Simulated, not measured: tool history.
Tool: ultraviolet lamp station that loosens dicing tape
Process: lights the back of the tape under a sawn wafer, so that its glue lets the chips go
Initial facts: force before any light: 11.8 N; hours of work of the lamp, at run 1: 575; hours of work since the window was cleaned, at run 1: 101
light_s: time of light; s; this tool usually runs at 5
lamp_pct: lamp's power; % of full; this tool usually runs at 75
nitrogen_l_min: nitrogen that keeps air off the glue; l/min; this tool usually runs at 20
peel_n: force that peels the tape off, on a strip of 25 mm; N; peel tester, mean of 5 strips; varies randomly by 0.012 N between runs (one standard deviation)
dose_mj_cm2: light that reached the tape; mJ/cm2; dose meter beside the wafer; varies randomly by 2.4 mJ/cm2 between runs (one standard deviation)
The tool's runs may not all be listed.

| run | hour | light_s | lamp_pct | nitrogen_l_min | hours of work of the lamp | hours of work since the window was cleaned | peel_n | dose_mj_cm2 |
|---|---|---|---|---|---|---|---|---|
| 1 | 0 | 5 | 75 | 20 | 575 | 101 | 0.84 | 207 |
| 2 | 43.3 | 5 | 75 | 20 | 604 | 130 | 0.866 | 206 |
| 3 | 77.6 | 5 | 75 | 20 | 628 | 154 | 0.881 | 200 |
| 4 | 109.6 | 5 | 75 | 20 | 650 | 175 | 0.907 | 201 |
| 5 | 169.9 | 5 | 70 | 20 | 691 | 217 | 1.063 | 182 |
| 6 | 219.5 | 5 | 70 | 20 | 725 | 250 | 1.073 | 182 |
| 7 | 278 | 5 | 75 | 20 | 765 | 290 | 0.979 | 192 |
| 8 | 333.8 | 5 | 75 | 20 | 803 | 328 | 0.99 | 189 |
| 9 | 375.5 | 5 | 75 | 20 | 831 | 357 | 1.069 | 188 |
| 10 | 431.8 | 5 | 75 | 20 | 869 | 395 | 1.061 | 186 |
| 11 | 486.2 | 5 | 81 | 20 | 907 | 432 | 0.963 | 197 |
| 12 | 533.2 | 4 | 86 | 20 | 939 | 465 | 1.346 | 161 |
| 13 | 559 | 5 | 93 | 17 | 956 | 482 | 0.86 | 218 |
|  | 562.8 | window cleaned of glue's vapour |
| 14 | 588 | 5 | 93 | 17 | 976 | 17 | 0.885 | 211 |
| 15 | 620.9 | 4 | 79 | 22 | 998 | 40 | 1.63 | 147 |
| 16 | 667 | 3 | 75 | 14 | 1030 | 71 | 3.522 | 105 |
|  | 688 | lamp changed |
| 17 | 703.4 | 3 | 75 | 14 | 11 | 95 | 2.285 | 136 |
| 18 | 738.5 | 7 | 75 | 14 | 34 | 119 | 0.463 | 326 |
| 19 | 765 | 3 | 86 | 20 | 53 | 137 | 1.48 | 157 |
|  | 793.4 | window cleaned of glue's vapour, once more |
| 20 | 806.5 | 5 | 61 | 20 | 81 | 9 | 0.924 | 194 |
| 21 | 868.4 | 4 | 77 | 8 | 123 | 51 | 1.92 | 190 |

Take each entry between the runs: how does the hidden state at the last listed run before it differ from the hidden state at the first listed run after it?
Run 13 -> run 14: window cleaned of glue's vapour (hour 562.8)
  lamp's light, % of a new lamp's: 74.6 -> 74.1; light that the window lets through, % of a clean one's: 95.3 -> 94.7
  what was measured, less what the result would be without the hidden state, peel_n: +0.44 -> +0.467 N; dose_mj_cm2: -89 -> -91 mJ/cm2
Run 16 -> run 17: lamp changed (hour 688)
  lamp's light, % of a new lamp's: 72.7 -> 99.2; light that the window lets through, % of a clean one's: 94.3 -> 94.1
  what was measured, less what the result would be without the hidden state, peel_n: +1.45 -> +0.237 N; dose_mj_cm2: -47 -> -10 mJ/cm2
Run 19 -> run 20: window cleaned of glue's vapour, once more (hour 793.4)
  lamp's light, % of a new lamp's: 98.1 -> 97.4; light that the window lets through, % of a clean one's: 93.7 -> 99.6
  what was measured, less what the result would be without the hidden state, peel_n: +0.222 -> +0.056 N; dose_mj_cm2: -14 -> -6 mJ/cm2
